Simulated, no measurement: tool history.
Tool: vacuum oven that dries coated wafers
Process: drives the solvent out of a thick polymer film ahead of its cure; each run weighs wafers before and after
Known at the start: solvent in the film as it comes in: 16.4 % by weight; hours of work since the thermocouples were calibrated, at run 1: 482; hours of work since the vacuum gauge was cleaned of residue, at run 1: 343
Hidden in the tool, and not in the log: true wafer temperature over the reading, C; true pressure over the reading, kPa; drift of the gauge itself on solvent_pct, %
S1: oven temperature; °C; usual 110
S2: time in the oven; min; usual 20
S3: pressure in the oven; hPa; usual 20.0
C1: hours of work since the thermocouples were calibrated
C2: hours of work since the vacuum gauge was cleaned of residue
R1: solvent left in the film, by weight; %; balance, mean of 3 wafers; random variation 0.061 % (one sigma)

run   hour   S1  S2    S3   C1   C2    R1
  1    0.0  110  20  20.0  482  343  3.69
  2   11.6  110  20  20.0  490  351  3.77
  3   20.5  124  20  20.0  496  357  0.90
  4   33.9  110  20  42.6  505  365  4.11
  5   49.7  110  20  42.6  515  376  4.10
  6   64.0  110  20  42.6  524  385  4.18
  7   72.6  110  20  42.6  530  391  4.26
  8   86.5  110  20  42.6  539  400  4.25
  9  101.1  110  20  20.0  548  409  3.65
 10  113.6  110  20  20.0  557  418  3.76
 11  126.7  110  20  20.0  565  426  3.83
 12  143.6  110  20  20.0  576  437  3.68
 13  159.4  110  18  20.0  587  447  4.19
     162.4  -- vacuum gauge cleaned of residue and calibrated
 14  173.4  110  18  20.0  595    7  4.14
 15  189.6  110  19  20.0  605   18  4.01
 16  205.5  115  28  20.0  616   28  1.45
     209.4  -- vacuum gauge cleaned of residue and calibrated, once more
 17  215.3  119  11  10.3  621    4  3.76

The next listed run, before its measurement:
 18  225.1  117  29  45.1  627  10   ?

R1: 1.51 %
Without the tool's hidden state the same run would have given R1 1.36 %.
